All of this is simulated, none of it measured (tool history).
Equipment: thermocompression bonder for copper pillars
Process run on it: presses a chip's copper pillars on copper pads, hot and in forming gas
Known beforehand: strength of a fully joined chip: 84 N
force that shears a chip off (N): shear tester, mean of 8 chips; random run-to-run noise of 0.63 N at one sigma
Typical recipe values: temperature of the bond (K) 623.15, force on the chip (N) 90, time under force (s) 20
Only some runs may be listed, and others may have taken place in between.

run,hour,temperature of the bond (K),force on the chip (N),time under force (s),force that shears a chip off (N)
1,0.0,623.15,90,20,36.6
2,14.1,623.15,55,20,27.3
3,24.4,623.15,55,20,25.7
4,34.6,620.15,90,20,34.1
5,56.1,620.15,91,20,35.3
6,70.0,623.15,90,20,35.7
7,79.9,623.15,90,20,35.5
8,96.4,623.15,90,20,35.6
9,108.6,650.15,90,20,46.0
10,128.1,652.15,126,40,63.4
11,146.4,652.15,126,40,65.6
12,165.1,644.15,67,20,36.3
13,181.1,629.15,64,11,23.2
14,192.3,629.15,64,37,38.6
15,213.9,629.15,64,37,38.4
16,233.0,641.15,98,13,36.8
17,246.8,641.15,98,13,37.6

Below, some changes in force that shears a chip off (N) between adjacent runs. For each, the amount present without the hidden state too (settings, incoming material, random variation) and the amount remaining for the hidden state with gauge scatter not shared by both compared results:
Hidden conditions of the tool in this case: true temperature of the bond over the reading, C; force that reaches the chip, % of what is set; oxide that the forming gas leaves, % of the face; drift of the gauge itself on shear_n, %.
Run 11 -> 12: temperature of the bond (K) 652.15 -> 644.15, force on the chip (N) 126 -> 67, time under force (s) 40 -> 20. force that shears a chip off (N) -29.3: hidden state +0.4, all else -29.7.
Run 13 -> 14: time under force (s) 11 -> 37. force that shears a chip off (N) +15.4: hidden state -1.0, all else +16.4.
